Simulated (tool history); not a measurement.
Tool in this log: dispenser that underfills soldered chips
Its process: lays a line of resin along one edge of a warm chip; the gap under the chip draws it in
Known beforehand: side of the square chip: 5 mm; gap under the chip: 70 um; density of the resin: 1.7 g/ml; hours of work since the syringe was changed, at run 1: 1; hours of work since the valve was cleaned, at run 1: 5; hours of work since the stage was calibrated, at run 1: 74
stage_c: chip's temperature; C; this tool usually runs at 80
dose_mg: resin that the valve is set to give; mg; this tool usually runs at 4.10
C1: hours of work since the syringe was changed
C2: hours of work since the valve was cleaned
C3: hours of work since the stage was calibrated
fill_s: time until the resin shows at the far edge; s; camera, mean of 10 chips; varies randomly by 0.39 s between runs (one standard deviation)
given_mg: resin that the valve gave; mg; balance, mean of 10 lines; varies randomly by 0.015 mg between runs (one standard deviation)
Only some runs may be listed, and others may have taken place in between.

run 1 day=0.000 | stage_c=80 dose_mg=4.10 | C1=1 C2=5 C3=74 | fill_s=26.5 given_mg=4.05
run 2 day=0.192 | stage_c=80 dose_mg=4.10 | C1=4 C2=8 C3=77 | fill_s=29.7 given_mg=4.10
-- day=0.375 new syringe of resin
run 3 day=0.383 | stage_c=80 dose_mg=4.10 | C1=0 C2=11 C3=80 | fill_s=25.4 given_mg=4.09
run 4 day=0.575 | stage_c=80 dose_mg=4.10 | C1=3 C2=14 C3=84 | fill_s=27.7 given_mg=4.06
run 5 day=0.696 | stage_c=80 dose_mg=4.10 | C1=5 C2=16 C3=86 | fill_s=30.0 given_mg=4.04
-- day=0.808 new syringe of resin
run 6 day=0.846 | stage_c=80 dose_mg=4.09 | C1=1 C2=19 C3=88 | fill_s=26.6 given_mg=4.06
run 7 day=0.925 | stage_c=80 dose_mg=4.10 | C1=2 C2=20 C3=89 | fill_s=27.7 given_mg=4.02
run 8 day=1.042 | stage_c=80 dose_mg=4.10 | C1=4 C2=22 C3=91 | fill_s=30.1 given_mg=4.02
run 9 day=1.179 | stage_c=80 dose_mg=4.80 | C1=6 C2=24 C3=94 | fill_s=31.4 given_mg=4.69
-- day=1.250 new syringe of resin
run 10 day=1.383 | stage_c=80 dose_mg=3.81 | C1=2 C2=27 C3=97 | fill_s=28.8 given_mg=3.74
run 11 day=1.579 | stage_c=85 dose_mg=3.81 | C1=6 C2=31 C3=100 | fill_s=26.2 given_mg=3.71
-- day=1.679 new syringe of resin
run 12 day=1.788 | stage_c=85 dose_mg=3.81 | C1=2 C2=34 C3=103 | fill_s=22.9 given_mg=3.66
run 13 day=1.975 | stage_c=85 dose_mg=3.81 | C1=5 C2=37 C3=107 | fill_s=25.3 given_mg=3.68
run 14 day=2.067 | stage_c=85 dose_mg=3.81 | C1=7 C2=39 C3=108 | fill_s=27.3 given_mg=3.63
-- day=2.121 new syringe of resin
run 15 day=2.262 | stage_c=80 dose_mg=3.69 | C1=2 C2=42 C3=111 | fill_s=28.6 given_mg=3.54
run 16 day=2.358 | stage_c=80 dose_mg=3.69 | C1=4 C2=44 C3=113 | fill_s=31.4 given_mg=3.53
run 17 day=2.446 | stage_c=74 dose_mg=4.10 | C1=6 C2=45 C3=114 | fill_s=41.2 given_mg=3.91
-- day=2.550 new syringe of resin
run 18 day=2.583 | stage_c=74 dose_mg=4.10 | C1=1 C2=47 C3=117 | fill_s=33.6 given_mg=3.89
run 19 day=2.688 | stage_c=79 dose_mg=4.88 | C1=2 C2=49 C3=118 | fill_s=28.6 given_mg=4.64
run 20 day=2.812 | stage_c=83 dose_mg=3.84 | C1=4 C2=51 C3=120 | fill_s=27.8 given_mg=3.65

What will run 21 give?
run 21 day=2.908 | stage_c=83 dose_mg=3.84 | C1=6 C2=53 C3=122 | fill_s=? given_mg=?

fill_s: 28.7 s
given_mg: 3.64 mg
Without the tool's hidden state the same run would have given fill_s 22.1 s, given_mg 3.83 mg.

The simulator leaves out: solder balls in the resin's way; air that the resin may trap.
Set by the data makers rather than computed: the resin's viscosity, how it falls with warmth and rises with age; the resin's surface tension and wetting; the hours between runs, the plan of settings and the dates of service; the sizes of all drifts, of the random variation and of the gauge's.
